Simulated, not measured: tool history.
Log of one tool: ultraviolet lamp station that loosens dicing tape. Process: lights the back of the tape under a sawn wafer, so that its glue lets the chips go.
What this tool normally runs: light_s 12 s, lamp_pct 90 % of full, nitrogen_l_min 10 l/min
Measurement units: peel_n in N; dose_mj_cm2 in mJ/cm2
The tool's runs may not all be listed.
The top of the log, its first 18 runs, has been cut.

run   hour  light_s  lamp_pct  nitrogen_l_min  peel_n  dose_mj_cm2
 19  189.9       11        67              10   0.662          163
 20  198.1       11        67              10   0.652          162
 21  207.1        7        79               9   1.211          121
 22    214       12        71              12   0.441          185
     225.7  -- window cleaned of glue's vapour, once more
 23  226.5       13        62               9   0.438          197
 24  238.3       19        98              10   0.072          461
 25    246       18        75               7    0.14          335
 26  259.6       12        90              18   0.144          264
 27  266.2        7        90               9   0.786          152
 28  272.7       21        90              10   0.076          468
 29  287.2       15        91              10    0.11          334
 30  294.9       15        91              10   0.118          335
 31  303.8       15        91              10    0.11          335
 32    318       16        67              10   0.204          262
 33  330.8       11        74              10   0.417          195

Forecast each of these 5 alternatives for the next run:
  A  336.8       11        87              17       ?            ?
  B  336.8       11        74              11       ?            ?
  C  336.8       10        77              10       ?            ?
  D  336.8       12        69              15       ?            ?
  E  336.8        6        67               5       ?            ?

run  peel_n  dose_mj_cm2
  A   0.204          229
  B   0.406          198
  C   0.471          181
  D   0.314          199
  E   2.122           97
Stripped of hidden state, with their random variation kept, the same runs would have yielded:
run  peel_n  dose_mj_cm2
  A   0.124          281
  B   0.239          242
  C   0.278          223
  D   0.186          244
  E   1.632          119
